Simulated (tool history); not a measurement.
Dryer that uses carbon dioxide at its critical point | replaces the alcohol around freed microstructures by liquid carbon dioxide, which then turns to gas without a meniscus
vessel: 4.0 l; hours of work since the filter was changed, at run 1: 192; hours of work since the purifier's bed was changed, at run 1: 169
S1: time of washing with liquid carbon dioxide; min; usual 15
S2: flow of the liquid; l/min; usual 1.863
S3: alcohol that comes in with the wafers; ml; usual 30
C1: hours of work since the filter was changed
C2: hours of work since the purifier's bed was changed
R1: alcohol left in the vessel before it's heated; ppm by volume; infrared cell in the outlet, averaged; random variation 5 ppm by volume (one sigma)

{"run": 1, "hour": 0.0, "S1": 15, "S2": 1.863, "S3": 30, "C1": 192, "C2": 169, "R1": 92}
{"run": 2, "hour": 15.3, "S1": 15, "S2": 1.863, "S3": 30, "C1": 199, "C2": 176, "R1": 91}
{"run": 3, "hour": 38.0, "S1": 15, "S2": 1.863, "S3": 30, "C1": 209, "C2": 186, "R1": 94}
{"run": 4, "hour": 64.9, "S1": 15, "S2": 1.863, "S3": 30, "C1": 221, "C2": 198, "R1": 96}
{"run": 5, "hour": 89.6, "S1": 15, "S2": 1.863, "S3": 30, "C1": 232, "C2": 209, "R1": 91}
{"run": 6, "hour": 113.2, "S1": 15, "S2": 1.863, "S3": 30, "C1": 242, "C2": 220, "R1": 97}
{"run": 7, "hour": 135.9, "S1": 15, "S2": 1.863, "S3": 30, "C1": 253, "C2": 230, "R1": 104}
{"run": 8, "hour": 157.1, "S1": 15, "S2": 1.863, "S3": 30, "C1": 262, "C2": 239, "R1": 111}
{"run": 9, "hour": 179.5, "S1": 15, "S2": 1.863, "S3": 30, "C1": 272, "C2": 249, "R1": 115}
{"run": 10, "hour": 206.1, "S1": 15, "S2": 1.863, "S3": 30, "C1": 284, "C2": 261, "R1": 116}
{"run": 11, "hour": 243.6, "S1": 15, "S2": 1.863, "S3": 30, "C1": 301, "C2": 278, "R1": 119}
{"run": 12, "hour": 259.3, "S1": 15, "S2": 1.863, "S3": 30, "C1": 308, "C2": 285, "R1": 130}
{"run": 13, "hour": 290.7, "S1": 15, "S2": 1.4, "S3": 30, "C1": 322, "C2": 299, "R1": 277}
{"run": 14, "hour": 311.5, "S1": 15, "S2": 1.4, "S3": 30, "C1": 331, "C2": 308, "R1": 283}
{"run": 15, "hour": 344.7, "S1": 15, "S2": 1.4, "S3": 30, "C1": 346, "C2": 323, "R1": 296}
{"run": 16, "hour": 372.8, "S1": 15, "S2": 1.4, "S3": 30, "C1": 358, "C2": 335, "R1": 286}
{"run": 17, "hour": 405.1, "S1": 15, "S2": 1.4, "S3": 30, "C1": 373, "C2": 350, "R1": 311}
{"run": 18, "hour": 429.7, "S1": 15, "S2": 1.863, "S3": 33, "C1": 383, "C2": 361, "R1": 155}
{"run": 19, "hour": 466.8, "S1": 15, "S2": 2.28, "S3": 30, "C1": 400, "C2": 377, "R1": 110}
{"run": 20, "hour": 492.4, "S1": 15, "S2": 2.28, "S3": 30, "C1": 411, "C2": 389, "R1": 108}
{"run": 21, "hour": 524.8, "S1": 15, "S2": 2.28, "S3": 30, "C1": 426, "C2": 403, "R1": 104}
{"run": 22, "hour": 562.1, "S1": 15, "S2": 1.16, "S3": 30, "C1": 443, "C2": 420, "R1": 531}
{"run": 23, "hour": 593.5, "S1": 15, "S2": 1.16, "S3": 30, "C1": 457, "C2": 434, "R1": 563}
{"run": 24, "hour": 627.1, "S1": 15, "S2": 1.16, "S3": 30, "C1": 471, "C2": 449, "R1": 559}
{"run": 25, "hour": 650.4, "S1": 15, "S2": 1.36, "S3": 104, "C1": 482, "C2": 459, "R1": 1127}
{"run": 26, "hour": 667.6, "S1": 21, "S2": 1.35, "S3": 104, "C1": 490, "C2": 467, "R1": 366}
{"hour": 686.5, "done": "inlet filter changed"}
{"run": 27, "hour": 687.9, "S1": 21, "S2": 1.35, "S3": 104, "C1": 1, "C2": 475, "R1": 219}
{"run": 28, "hour": 717.0, "S1": 15, "S2": 1.863, "S3": 97, "C1": 14, "C2": 488, "R1": 215}
{"run": 29, "hour": 733.6, "S1": 15, "S2": 1.863, "S3": 97, "C1": 21, "C2": 496, "R1": 228}
{"run": 30, "hour": 764.3, "S1": 15, "S2": 1.863, "S3": 97, "C1": 35, "C2": 510, "R1": 234}
{"hour": 786.4, "done": "purifier's bed changed"}
{"run": 31, "hour": 799.8, "S1": 15, "S2": 1.863, "S3": 97, "C1": 49, "C2": 6, "R1": 140}
{"run": 32, "hour": 833.6, "S1": 13, "S2": 1.863, "S3": 24, "C1": 64, "C2": 21, "R1": 72}
{"run": 33, "hour": 850.7, "S1": 10, "S2": 2.53, "S3": 30, "C1": 72, "C2": 29, "R1": 72}
{"run": 34, "hour": 886.3, "S1": 10, "S2": 1.77, "S3": 86, "C1": 88, "C2": 45, "R1": 815}
{"run": 35, "hour": 914.1, "S1": 20, "S2": 2.2, "S3": 46, "C1": 100, "C2": 57, "R1": 23}
{"run": 36, "hour": 949.8, "S1": 14, "S2": 1.82, "S3": 46, "C1": 116, "C2": 73, "R1": 120}
{"run": 37, "hour": 987.7, "S1": 14, "S2": 1.82, "S3": 46, "C1": 133, "C2": 90, "R1": 128}
{"run": 38, "hour": 1014.7, "S1": 9, "S2": 2.4, "S3": 60, "C1": 145, "C2": 102, "R1": 286}
{"run": 39, "hour": 1046.5, "S1": 11, "S2": 1.5, "S3": 111, "C1": 159, "C2": 116, "R1": 1476}
{"run": 40, "hour": 1065.8, "S1": 20, "S2": 2.36, "S3": 89, "C1": 168, "C2": 125, "R1": 45}
{"run": 41, "hour": 1086.5, "S1": 23, "S2": 2.5, "S3": 109, "C1": 177, "C2": 134, "R1": 25}
{"run": 42, "hour": 1107.7, "S1": 15, "S2": 2.5, "S3": 26, "C1": 186, "C2": 143, "R1": 42}
{"run": 43, "hour": 1135.1, "S1": 15, "S2": 1.863, "S3": 68, "C1": 199, "C2": 155, "R1": 147}
{"run": 44, "hour": 1150.7, "S1": 21, "S2": 2.94, "S3": 29, "C1": 206, "C2": 162, "R1": 35}
{"run": 45, "hour": 1169.2, "S1": 12, "S2": 1.3, "S3": 30, "C1": 214, "C2": 171, "R1": 532}
{"run": 46, "hour": 1205.4, "S1": 15, "S2": 1.863, "S3": 30, "C1": 230, "C2": 187, "R1": 92}

Run 47 comes next. What will it give?
{"run": 47, "hour": 1227.9, "S1": 12, "S2": 1.15, "S3": 30, "C1": 240, "C2": 197, "R1": "?"}

R1: 713 ppm by volume
Without the tool's hidden state the same run would have given R1 558 ppm by volume.
